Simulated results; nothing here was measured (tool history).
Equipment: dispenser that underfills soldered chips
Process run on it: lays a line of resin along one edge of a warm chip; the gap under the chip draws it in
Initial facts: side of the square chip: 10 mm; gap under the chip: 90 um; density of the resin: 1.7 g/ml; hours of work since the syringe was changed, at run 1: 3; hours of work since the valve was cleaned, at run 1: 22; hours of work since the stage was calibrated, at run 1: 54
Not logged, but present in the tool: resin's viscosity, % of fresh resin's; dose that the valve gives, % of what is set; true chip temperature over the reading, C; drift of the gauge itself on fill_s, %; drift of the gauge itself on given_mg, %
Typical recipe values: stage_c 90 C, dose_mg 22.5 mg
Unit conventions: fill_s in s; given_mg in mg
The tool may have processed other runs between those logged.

run  hour  stage_c  dose_mg  hours of work since the syringe was changed  hours of work since the valve was cleaned  hours of work since the stage was calibrated  fill_s  given_mg
  1   0.0       90     22.5                                            3                                         22                                            54    64.0     21.97
  2   7.4       90     22.5                                            8                                         27                                            59    90.2     22.09
      9.6  -- new syringe of resin
  3  13.8       90     22.5                                            3                                         31                                            63    61.4     21.85
  4  22.1       90     22.5                                            9                                         37                                            69    93.7     21.88
     23.1  -- new syringe of resin
  5  30.4       90     22.5                                            5                                         43                                            75    72.2     21.62
     36.6  -- new syringe of resin
  6  37.4      104     22.5                                            1                                         47                                            80    29.9     21.64
  7  44.3      104     21.6                                            5                                         52                                            84    42.6     20.53
     50.8  -- new syringe of resin
  8  52.2      104     21.6                                            1                                         58                                            90    30.8     20.43
  9  57.3       97     26.2                                            5                                         61                                            93    50.8     24.52
     64.7  -- new syringe of resin
 10  65.4       75     28.6                                            0                                         67                                            99    95.0     26.83

Run 11 has not been measured yet. What should we expect?
 11  75.1       75     28.6                                            7                                         73                                           106       ?         ?

{"run 11": {"fill_s": 153.8, "given_mg": 26.71}}
Take away the tool's hidden state, keep the run-to-run variation as it was, and the same run would have given fill_s 94.8 s, given_mg 28.75 mg.
